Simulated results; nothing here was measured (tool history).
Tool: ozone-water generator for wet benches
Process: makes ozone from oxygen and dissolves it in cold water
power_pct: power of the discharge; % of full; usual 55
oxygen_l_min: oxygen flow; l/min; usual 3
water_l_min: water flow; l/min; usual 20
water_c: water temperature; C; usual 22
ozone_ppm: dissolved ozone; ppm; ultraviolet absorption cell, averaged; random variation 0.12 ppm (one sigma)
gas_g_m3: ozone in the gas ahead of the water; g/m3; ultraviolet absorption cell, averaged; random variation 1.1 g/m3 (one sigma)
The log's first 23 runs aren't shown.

| run | day | power_pct | oxygen_l_min | water_l_min | water_c | ozone_ppm | gas_g_m3 |
|---|---|---|---|---|---|---|---|
| 24 | 53.612 | 55 | 2.49 | 20 | 22 | 10.9 | 195.3 |
| 25 | 54.988 | 55 | 2.49 | 18 | 22 | 12.5 | 196.1 |
| 26 | 58.125 | 55 | 2.49 | 18 | 22 | 12.4 | 194.8 |
| 27 | 59.446 | 55 | 2.49 | 14 | 22 | 15.8 | 195.5 |
| 28 | 61.696 | 55 | 2.49 | 14 | 22 | 16.1 | 194.3 |
| 29 | 63.771 | 54 | 2.53 | 14 | 22 | 15.7 | 189.5 |
| 30 | 66.212 | 54 | 2.53 | 14 | 22 | 15.7 | 191.8 |
| 31 | 68.021 | 54 | 1.83 | 22 | 22 | 9.3 | 229.7 |
| 32 | 70.167 | 54 | 1.98 | 22 | 25 | 9.1 | 217.8 |

Forecast each of these 5 alternatives for the next run:
| A | 73.35 | 86 | 1.98 | 22 | 14 | ? | ? |
| B | 73.35 | 54 | 1.7 | 22 | 25 | ? | ? |
| C | 73.35 | 54 | 4.38 | 24 | 25 | ? | ? |
| D | 73.35 | 91 | 1.98 | 22 | 25 | ? | ? |
| E | 73.35 | 54 | 1.98 | 19 | 25 | ? | ? |

| run | ozone_ppm | gas_g_m3 |
|---|---|---|
| A | 13.4 | 301.1 |
| B | 8.7 | 239.4 |
| C | 8.8 | 138.1 |
| D | 12.6 | 310.7 |
| E | 10.6 | 218.4 |
Without the tool's hidden state the same runs would have given:
| run | ozone_ppm | gas_g_m3 |
|---|---|---|
| A | 14.9 | 328.5 |
| B | 9.4 | 254.8 |
| C | 9.5 | 147.1 |
| D | 14.1 | 340.1 |
| E | 11.4 | 232.4 |

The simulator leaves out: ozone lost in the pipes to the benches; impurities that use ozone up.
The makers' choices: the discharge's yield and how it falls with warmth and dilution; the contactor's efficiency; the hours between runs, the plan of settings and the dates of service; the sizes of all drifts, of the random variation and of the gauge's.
